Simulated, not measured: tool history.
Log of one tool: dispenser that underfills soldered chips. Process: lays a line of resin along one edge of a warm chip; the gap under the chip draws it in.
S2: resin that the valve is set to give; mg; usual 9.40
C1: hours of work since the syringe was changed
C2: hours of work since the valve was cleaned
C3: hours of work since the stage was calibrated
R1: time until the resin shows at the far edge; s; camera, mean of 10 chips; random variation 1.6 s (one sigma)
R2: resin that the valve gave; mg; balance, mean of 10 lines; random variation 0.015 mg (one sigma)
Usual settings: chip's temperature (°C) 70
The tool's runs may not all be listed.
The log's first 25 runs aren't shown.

{"run": 26, "hour": 82.3, "chip's temperature (°C)": 62, "S2": 9.56, "C1": 2, "C2": 27, "C3": 144, "R1": 241.3, "R2": 9.34}
{"run": 27, "hour": 86.3, "chip's temperature (°C)": 70, "S2": 9.16, "C1": 5, "C2": 29, "C3": 147, "R1": 210.1, "R2": 8.94}
{"run": 28, "hour": 88.7, "chip's temperature (°C)": 69, "S2": 11.23, "C1": 6, "C2": 30, "C3": 148, "R1": 233.9, "R2": 10.98}
{"run": 29, "hour": 92.4, "chip's temperature (°C)": 69, "S2": 11.23, "C1": 9, "C2": 33, "C3": 151, "R1": 262.0, "R2": 10.93}
{"run": 30, "hour": 95.7, "chip's temperature (°C)": 69, "S2": 11.23, "C1": 11, "C2": 35, "C3": 153, "R1": 290.2, "R2": 10.91}
{"hour": 98.0, "done": "new syringe of resin"}
{"run": 31, "hour": 98.0, "chip's temperature (°C)": 69, "S2": 11.23, "C1": 0, "C2": 36, "C3": 154, "R1": 166.7, "R2": 10.93}
{"run": 32, "hour": 100.7, "chip's temperature (°C)": 62, "S2": 9.4, "C1": 2, "C2": 38, "C3": 156, "R1": 236.0, "R2": 9.12}
{"run": 33, "hour": 104.9, "chip's temperature (°C)": 62, "S2": 9.4, "C1": 4, "C2": 40, "C3": 158, "R1": 272.9, "R2": 9.14}
{"run": 34, "hour": 107.0, "chip's temperature (°C)": 84, "S2": 8.21, "C1": 6, "C2": 42, "C3": 159, "R1": 141.9, "R2": 7.93}
{"run": 35, "hour": 110.5, "chip's temperature (°C)": 84, "S2": 8.21, "C1": 8, "C2": 44, "C3": 162, "R1": 157.7, "R2": 7.92}
{"run": 36, "hour": 114.0, "chip's temperature (°C)": 75, "S2": 10.09, "C1": 10, "C2": 46, "C3": 164, "R1": 230.9, "R2": 9.7}
{"run": 37, "hour": 116.3, "chip's temperature (°C)": 75, "S2": 8.52, "C1": 11, "C2": 47, "C3": 165, "R1": 258.4, "R2": 8.19}

Forecast each of these 3 alternatives for the next run:
{"hour": 117.4, "done": "new syringe of resin"}
{"hour": 118.4, "done": "dispensing valve cleaned and set on the balance"}
{"run": "A", "hour": 120.0, "chip's temperature (°C)": 56, "S2": 9.4, "C1": 1, "C2": 1, "C3": 167, "R1": "?", "R2": "?"}
{"hour": 117.4, "done": "new syringe of resin"}
{"hour": 118.4, "done": "dispensing valve cleaned and set on the balance"}
{"run": "B", "hour": 120.0, "chip's temperature (°C)": 85, "S2": 8.1, "C1": 1, "C2": 1, "C3": 167, "R1": "?", "R2": "?"}
{"hour": 117.4, "done": "new syringe of resin"}
{"hour": 118.4, "done": "dispensing valve cleaned and set on the balance"}
{"run": "C", "hour": 120.0, "chip's temperature (°C)": 80, "S2": 8.07, "C1": 1, "C2": 1, "C3": 167, "R1": "?", "R2": "?"}

run=A R1=284.5 R2=9.42
run=B R1=105.0 R2=8.14
run=C R1=121.8 R2=8.09
Without the tool's hidden state the same runs would have given:
run=A R1=258.9 R2=9.41
run=B R1=96.3 R2=8.13
run=C R1=111.7 R2=8.08
